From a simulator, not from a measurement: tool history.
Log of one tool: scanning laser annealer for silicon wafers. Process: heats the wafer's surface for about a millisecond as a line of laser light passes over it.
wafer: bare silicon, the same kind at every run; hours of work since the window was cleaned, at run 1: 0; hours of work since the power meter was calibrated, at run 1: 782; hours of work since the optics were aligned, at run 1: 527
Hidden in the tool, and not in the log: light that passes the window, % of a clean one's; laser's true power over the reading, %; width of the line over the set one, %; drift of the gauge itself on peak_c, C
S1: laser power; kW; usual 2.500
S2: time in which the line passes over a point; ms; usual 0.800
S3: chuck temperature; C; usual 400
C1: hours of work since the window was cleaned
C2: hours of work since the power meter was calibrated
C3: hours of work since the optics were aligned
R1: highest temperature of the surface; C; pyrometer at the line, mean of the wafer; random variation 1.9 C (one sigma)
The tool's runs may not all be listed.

run	hour	S1	S2	S3	C1	C2	C3	R1
1	0.0	2.500	0.800	400	0	782	527	1214
2	60.4	2.500	0.800	400	41	823	568	1211
3	107.3	2.500	0.800	400	73	855	600	1207
4	161.8	2.500	0.800	406	111	892	637	1212
5	219.5	2.500	0.800	400	150	932	677	1199
6	296.8	2.500	0.800	400	203	984	730	1195
7	352.0	2.500	0.800	417	241	1022	768	1210
8	405.3	2.500	0.800	417	277	1059	804	1207
9	478.1	2.500	0.800	417	327	1108	854	1198
10	511.5	2.500	0.858	400	350	1131	877	1216
11	584.9	2.500	0.858	400	400	1181	927	1211
12	622.6	2.488	0.858	400	426	1207	953	1201
# hour 627.9: window over the wafer cleaned
# hour 644.3: optics aligned, line set to its width
13	705.3	2.488	0.858	400	49	1259	42	1203
14	758.1	2.488	0.858	400	86	1295	78	1199
15	811.4	2.442	0.799	427	122	1332	114	1178
16	877.1	2.442	0.799	427	167	1376	159	1170
17	951.1	2.300	0.608	400	218	1427	210	1002
# hour 977.1: window over the wafer cleaned, once more
18	1022.8	2.300	0.608	400	31	1475	257	1046
19	1066.3	2.160	0.914	376	61	1504	287	1131

Forecast run 20:
20	1140.1	2.322	0.800	378	111	1555	338	?

{"run 20": {"R1": 1125}}
Without the tool's hidden state the same run would have given R1 1135 C.
